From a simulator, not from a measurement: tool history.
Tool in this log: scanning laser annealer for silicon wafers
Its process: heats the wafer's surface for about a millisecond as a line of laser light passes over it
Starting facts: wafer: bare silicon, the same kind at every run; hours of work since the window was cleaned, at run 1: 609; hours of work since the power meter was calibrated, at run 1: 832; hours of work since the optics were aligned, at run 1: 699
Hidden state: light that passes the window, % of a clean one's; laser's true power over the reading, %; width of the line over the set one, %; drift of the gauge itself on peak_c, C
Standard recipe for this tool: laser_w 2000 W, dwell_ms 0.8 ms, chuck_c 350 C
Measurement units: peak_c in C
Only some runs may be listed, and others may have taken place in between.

run   hour  laser_w  dwell_ms  chuck_c  hours of work since the window was cleaned  hours of work since the power meter was calibrated  hours of work since the optics were aligned  peak_c
  1      0     2000       0.8      350                                         609                                                 832                                          699    1052
  2   43.8     2000       0.8      350                                         631                                                 853                                          721    1051
  3  100.9     2000       0.8      324                                         659                                                 881                                          748    1025
  4  125.9     2000       0.8      324                                         671                                                 894                                          761    1024
  5  160.1     2000       0.8      324                                         688                                                 910                                          777    1025
  6  200.5     2000     0.953      350                                         708                                                 930                                          797    1105
  7  253.3     2000     0.953      350                                         733                                                 956                                          823    1101
  8  305.4     2000     0.953      350                                         759                                                 981                                          849    1107
  9  359.2     2000       0.8      313                                         785                                                1008                                          875    1005
     365.9  -- laser's power meter calibrated
 10  410.6     2000       0.8      313                                         809                                                  22                                          899    1005
 11  455.8     2000       0.8      313                                         831                                                  44                                          921    1007
     504.2  -- laser's power meter calibrated, once more
 12  514.4     2000     0.684      356                                         858                                                   5                                          948     994
     554.9  -- window over the wafer cleaned
 13  565.6     2000     0.974      325                                           5                                                  29                                          972    1106
 14  606.7     2000     0.766      345                                          25                                                  49                                          992    1045
 15  653.9     2030     0.606      376                                          48                                                  72                                         1015    1013
 16  679.9     2174       0.8      385                                          61                                                  85                                         1028    1153
 17  718.3     2174     0.613      374                                          80                                                 104                                         1047    1058
 18  756.5     2174     0.613      374                                          99                                                 122                                         1065    1057
 19    793     2000     0.618      334                                         117                                                 140                                         1083     967
 20  838.4     2000     0.906      379                                         139                                                 162                                         1105    1132
 21  885.3     2000     0.906      379                                         162                                                 185                                         1128    1131

Forecast each of these 4 alternatives for the next run:
  A  928.1     2000     0.906      339                                         183                                                 206                                         1149       ?
  B  928.1     2000     0.646      347                                         183                                                 206                                         1149       ?
  C  928.1     1717     0.973      374                                         183                                                 206                                         1149       ?
  D  928.1     2145     0.849      384                                         183                                                 206                                         1149       ?

run  peak_c
  A    1093
  B     991
  C    1050
  D    1161
What these runs would have given with no unlogged condition in the tool:
run  peak_c
  A    1105
  B    1001
  C    1060
  D    1173
